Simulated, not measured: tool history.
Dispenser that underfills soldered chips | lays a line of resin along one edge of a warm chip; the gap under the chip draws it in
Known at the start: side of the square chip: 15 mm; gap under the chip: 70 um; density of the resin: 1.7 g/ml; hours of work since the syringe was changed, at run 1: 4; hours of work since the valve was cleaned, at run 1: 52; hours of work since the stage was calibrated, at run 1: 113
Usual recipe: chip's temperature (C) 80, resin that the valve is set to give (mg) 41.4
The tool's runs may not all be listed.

| run | hour | chip's temperature (C) | resin that the valve is set to give (mg) | hours of work since the syringe was changed | hours of work since the valve was cleaned | hours of work since the stage was calibrated | time until the resin shows at the far edge (s) | resin that the valve gave (mg) |
|---|---|---|---|---|---|---|---|---|
| 1 | 0 | 80 | 41.4 | 4 | 52 | 113 | 136.9 | 40.14 |
|  | 1.8 | dispensing valve cleaned and set on the balance |
|  | 4.5 | new syringe of resin |
| 2 | 5.5 | 80 | 37.5 | 1 | 2 | 116 | 119.1 | 37.48 |
| 3 | 10.8 | 80 | 38.3 | 4 | 5 | 119 | 131.8 | 38.08 |
| 4 | 13.1 | 80 | 41.4 | 5 | 7 | 120 | 140.5 | 41.2 |
|  | 14.1 | new syringe of resin |
| 5 | 17.9 | 80 | 41.4 | 2 | 10 | 123 | 126.9 | 41.16 |
| 6 | 20.8 | 80 | 41.4 | 4 | 11 | 125 | 135.7 | 41.11 |
|  | 24 | new syringe of resin |
| 7 | 26.1 | 80 | 41.4 | 1 | 15 | 128 | 120.3 | 40.94 |
| 8 | 30.8 | 80 | 41.4 | 4 | 18 | 131 | 133.8 | 41.01 |
|  | 34 | new syringe of resin |
| 9 | 35.2 | 80 | 41.6 | 1 | 20 | 134 | 116 | 41.13 |
| 10 | 39.9 | 80 | 41.6 | 4 | 23 | 137 | 132.6 | 41.06 |
|  | 43.8 | new syringe of resin |
| 11 | 45.6 | 80 | 41.6 | 1 | 26 | 140 | 118.1 | 40.91 |
| 12 | 50.2 | 80 | 41.6 | 4 | 29 | 143 | 135.8 | 40.96 |
| 13 | 52.9 | 80 | 36.7 | 6 | 31 | 145 | 148.4 | 36.02 |
|  | 53.7 | new syringe of resin |
| 14 | 58.2 | 80 | 36.7 | 3 | 34 | 148 | 129.8 | 36.01 |
| 15 | 62.3 | 80 | 39.3 | 5 | 37 | 150 | 145 | 38.53 |
|  | 63.4 | new syringe of resin |
| 16 | 66.4 | 80 | 41.4 | 2 | 39 | 153 | 122.2 | 40.54 |
| 17 | 71.4 | 80 | 41.4 | 5 | 42 | 156 | 140.7 | 40.39 |
|  | 73.2 | new syringe of resin |
| 18 | 77 | 80 | 41.4 | 2 | 45 | 159 | 126.4 | 40.34 |
| 19 | 82 | 80 | 41.4 | 6 | 49 | 162 | 142.3 | 40.32 |
|  | 83 | new syringe of resin |
| 20 | 84.7 | 90 | 44 | 1 | 50 | 164 | 89.6 | 42.69 |
| 21 | 88 | 90 | 44 | 3 | 52 | 166 | 97.7 | 42.46 |
|  | 89.9 | dispensing valve cleaned and set on the balance |
| 22 | 93.1 | 90 | 50.8 | 6 | 2 | 168 | 108.6 | 50.75 |
|  | 93.8 | new syringe of resin |
| 23 | 96.3 | 68 | 39.8 | 2 | 4 | 170 | 178.1 | 39.73 |
| 24 | 99.5 | 68 | 39.8 | 4 | 6 | 172 | 194.4 | 39.59 |
| 25 | 102.6 | 68 | 39.8 | 6 | 8 | 174 | 210.3 | 39.55 |
|  | 103.5 | new syringe of resin |
| 26 | 106.7 | 87 | 35.7 | 2 | 10 | 176 | 104.1 | 35.42 |
| 27 | 109.3 | 87 | 35.7 | 4 | 12 | 178 | 110.1 | 35.42 |
| 28 | 111.6 | 95 | 35.9 | 5 | 13 | 179 | 92.1 | 35.59 |
|  | 113.1 | new syringe of resin |
| 29 | 116 | 82 | 43.9 | 2 | 16 | 182 | 114.8 | 43.47 |
| 30 | 119.7 | 82 | 43.9 | 4 | 18 | 184 | 128.3 | 43.17 |
|  | 123.1 | new syringe of resin |
| 31 | 125.4 | 82 | 43.9 | 1 | 21 | 188 | 113.2 | 43.13 |
| 32 | 130.8 | 82 | 43.9 | 5 | 25 | 191 | 129.3 | 43.28 |
|  | 132.7 | new syringe of resin |
| 33 | 134.7 | 78 | 38.1 | 1 | 27 | 193 | 129.9 | 37.3 |
| 34 | 139.8 | 91 | 48.5 | 4 | 30 | 196 | 97.2 | 47.51 |
|  | 142.4 | new syringe of resin |
| 35 | 143.3 | 69 | 42.8 | 1 | 32 | 198 | 162.4 | 41.92 |

Here are 5 independent what-if runs from the current tool condition. What would each one return?
| A | 146.7 | 80 | 48.3 | 3 | 34 | 201 | ? | ? |
| B | 146.7 | 86 | 41.4 | 3 | 34 | 201 | ? | ? |
| C | 146.7 | 87 | 35.2 | 3 | 34 | 201 | ? | ? |
| D | 146.7 | 69 | 49.2 | 3 | 34 | 201 | ? | ? |
| E | 146.7 | 95 | 40.1 | 3 | 34 | 201 | ? | ? |

| run | time until the resin shows at the far edge (s) | resin that the valve gave (mg) |
|---|---|---|
| A | 125.5 | 47.33 |
| B | 106.6 | 40.52 |
| C | 107.9 | 34.45 |
| D | 170.9 | 47.93 |
| E | 84.7 | 39.12 |
Without the tool's unlogged condition, the same runs would have read:
| run | time until the resin shows at the far edge (s) | resin that the valve gave (mg) |
|---|---|---|
| A | 112.1 | 48.4 |
| B | 95.1 | 41.43 |
| C | 96 | 35.23 |
| D | 152.6 | 49.01 |
| E | 75.6 | 40.01 |
